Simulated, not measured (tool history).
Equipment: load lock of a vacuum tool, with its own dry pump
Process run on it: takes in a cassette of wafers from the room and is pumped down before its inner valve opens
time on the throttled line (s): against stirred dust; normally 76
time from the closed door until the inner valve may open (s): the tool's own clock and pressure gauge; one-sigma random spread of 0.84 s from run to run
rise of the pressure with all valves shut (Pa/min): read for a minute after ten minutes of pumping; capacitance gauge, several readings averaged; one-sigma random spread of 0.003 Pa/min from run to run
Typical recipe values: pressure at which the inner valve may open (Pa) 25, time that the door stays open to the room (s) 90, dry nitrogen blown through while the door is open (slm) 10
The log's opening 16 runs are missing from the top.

run    hour  time on the throttled line (s)  pressure at which the inner valve may open (Pa)  time that the door stays open to the room (s)  dry nitrogen blown through while the door is open (slm)  hours that the pump has run since its overhaul  times that the door has closed on its seal  incoming humidity of the room's air, %  time from the closed door until the inner valve may open (s)  rise of the pressure with all valves shut (Pa/min)
 17  2525.2                              76                                               25                                            158                                                       10                                            4557                                       25816                                    43.1                                                         130.3                                               0.062
 18  2674.7                              76                                               25                                            158                                                       10                                            4706                                       26436                                    48.3                                                         130.9                                               0.078
 19  2764.4                             136                                               25                                             90                                                       13                                            4796                                       26808                                    46.5                                                         177.4                                               0.044
 20  2895.6                              47                                               25                                             27                                                       21                                            4927                                       27352                                    43.3                                                         108.3                                               0.019
 21  3031.9                              76                                               25                                             90                                                        6                                            5063                                       27917                                      47                                                         130.8                                                0.06
 22  3170.3                              76                                               37                                             90                                                       18                                            5202                                       28491                                    47.8                                                         126.9                                               0.045
 23  3320.3                              48                                               43                                            138                                                       30                                            5352                                       29112                                    45.9                                                         104.6                                               0.036
 24  3513.8                             101                                               25                                             90                                                       10                                            5545                                       29914                                    42.4                                                         150.3                                               0.051
 25  3650.2                              76                                               25                                            225                                                       27                                            5682                                       30480                                    49.9                                                         131.9                                               0.062
 26  3760.5                             147                                               24                                            135                                                       28                                            5792                                       30937                                    47.5                                                         186.5                                                0.04
 27  3871.2                             137                                               24                                            135                                                        7                                            5903                                       31396                                    45.8                                                         178.9                                               0.072
 28  3964.5                             137                                               24                                            135                                                        7                                            5996                                       31783                                    45.8                                                         176.5                                               0.069
 29  4108.7                             137                                               24                                            135                                                        7                                            6140                                       32380                                    46.5                                                         177.7                                               0.075
 30  4304.2                              40                                               39                                            134                                                       10                                            6336                                       33191                                    45.8                                                          99.4                                               0.063
 31  4515.7                              44                                               20                                             90                                                       10                                            6547                                       34067                                    43.2                                                         108.3                                               0.052
 32  4662.8                              53                                               25                                             29                                                       10                                            6694                                       34677                                    41.9                                                         113.4                                               0.018
 33  4832.5                              59                                               34                                             29                                                       10                                            6864                                       35380                                    47.7                                                         115.6                                               0.025
 34  4973.2                              59                                               34                                             29                                                       10                                            7005                                       35964                                    47.4                                                         114.3                                               0.028
 35  5094.7                              59                                               21                                             29                                                        8                                            7126                                       36467                                    46.9                                                         119.9                                               0.023
 36  5189.1                              59                                               21                                             29                                                        8                                            7221                                       36859                                    45.1                                                         120.3                                               0.026

What if the next run were any one of these 5? Each begins from the tool's condition after run 36:
  A  5324.9                              59                                               21                                             69                                                        7                                            7356                                       37421                                    43.6                                                             ?                                                   ?
  B  5324.9                              64                                               24                                             29                                                       24                                            7356                                       37421                                    42.6                                                             ?                                                   ?
  C  5324.9                             143                                               21                                            166                                                        8                                            7356                                       37421                                    44.9                                                             ?                                                   ?
  D  5324.9                              60                                               25                                             90                                                       10                                            7356                                       37421                                    45.7                                                             ?                                                   ?
  E  5324.9                             141                                               25                                             73                                                       10                                            7356                                       37421                                    45.1                                                             ?                                                   ?

run  time from the closed door until the inner valve may open (s)  rise of the pressure with all valves shut (Pa/min)
  A                                                         119.2                                               0.048
  B                                                         120.8                                               0.016
  C                                                         181.9                                               0.072
  D                                                         119.1                                               0.047
  E                                                           180                                               0.044
With the hidden condition removed and each run's random variation left untouched, the same runs would have given:
run  time from the closed door until the inner valve may open (s)  rise of the pressure with all valves shut (Pa/min)
  A                                                         119.1                                               0.048
  B                                                         120.8                                               0.015
  C                                                         181.9                                               0.072
  D                                                         119.1                                               0.047
  E                                                           180                                               0.044

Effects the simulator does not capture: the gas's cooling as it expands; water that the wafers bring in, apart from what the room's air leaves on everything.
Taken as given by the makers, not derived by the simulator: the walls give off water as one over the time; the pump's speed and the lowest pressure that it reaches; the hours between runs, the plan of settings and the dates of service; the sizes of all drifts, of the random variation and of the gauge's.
